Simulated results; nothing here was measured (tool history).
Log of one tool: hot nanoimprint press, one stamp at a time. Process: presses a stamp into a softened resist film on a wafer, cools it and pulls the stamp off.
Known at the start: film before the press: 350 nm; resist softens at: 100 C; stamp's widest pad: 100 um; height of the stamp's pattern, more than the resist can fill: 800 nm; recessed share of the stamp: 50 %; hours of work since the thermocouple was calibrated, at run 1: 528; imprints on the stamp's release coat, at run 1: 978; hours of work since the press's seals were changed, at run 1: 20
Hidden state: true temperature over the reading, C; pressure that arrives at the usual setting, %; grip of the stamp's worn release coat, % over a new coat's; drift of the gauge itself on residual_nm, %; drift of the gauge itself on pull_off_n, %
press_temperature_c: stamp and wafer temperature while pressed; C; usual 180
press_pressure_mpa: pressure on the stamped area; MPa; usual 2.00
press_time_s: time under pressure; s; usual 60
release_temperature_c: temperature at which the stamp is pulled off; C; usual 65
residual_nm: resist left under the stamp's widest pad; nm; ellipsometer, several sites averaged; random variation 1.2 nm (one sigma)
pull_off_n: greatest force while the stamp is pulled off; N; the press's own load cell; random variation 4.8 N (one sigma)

run,hour,press_temperature_c,press_pressure_mpa,press_time_s,release_temperature_c,hours of work since the thermocouple was calibrated,imprints on the stamp's release coat,hours of work since the press's seals were changed,residual_nm,pull_off_n
1,0.0,180,2.00,60,65,528,978,20,186.8,285
2,12.8,180,2.00,60,65,537,1021,29,183.5,286
3,24.3,180,2.00,60,65,546,1060,37,185.3,297
4,30.9,180,2.00,60,65,550,1082,42,185.4,298
# hour 43.3: stamp cleaned and given a new release coat
5,50.7,180,2.18,60,65,560,25,52,179.5,242
6,59.9,180,2.18,60,65,567,56,58,178.3,237
7,68.3,180,2.18,60,65,573,84,64,176.6,240
# hour 72.4: plate thermocouple calibrated
8,82.3,180,2.18,50,65,7,122,72,194.2,254
9,93.7,180,1.56,40,65,15,160,80,238.3,257
10,102.8,189,2.00,59,53,22,191,86,152.5,277
11,113.1,180,2.16,101,61,29,226,94,156.9,272

How the hidden state differs across the entries between the runs, from the last listed run before each to the first after it:
Between runs 4 and 5: stamp cleaned and given a new release coat (hour 43.3)
  true temperature over the reading, C: -1.68 -> -1.71; pressure that arrives at the usual setting, %: 99.68 -> 99.64; grip of the stamp's worn release coat, % over a new coat's: 19.8 -> 0.4
  measured less the result without the state, residual_nm: +8.6 -> +8.7 nm; pull_off_n: +53 -> +5 N
Between runs 7 and 8: plate thermocouple calibrated (hour 72.4)
  true temperature over the reading, C: -1.75 -> -2.97; pressure that arrives at the usual setting, %: 99.57 -> 99.54; grip of the stamp's worn release coat, % over a new coat's: 1.5 -> 2.2
  measured less the result without the state, residual_nm: +8.8 -> +15.4 nm; pull_off_n: +7 -> +12 N
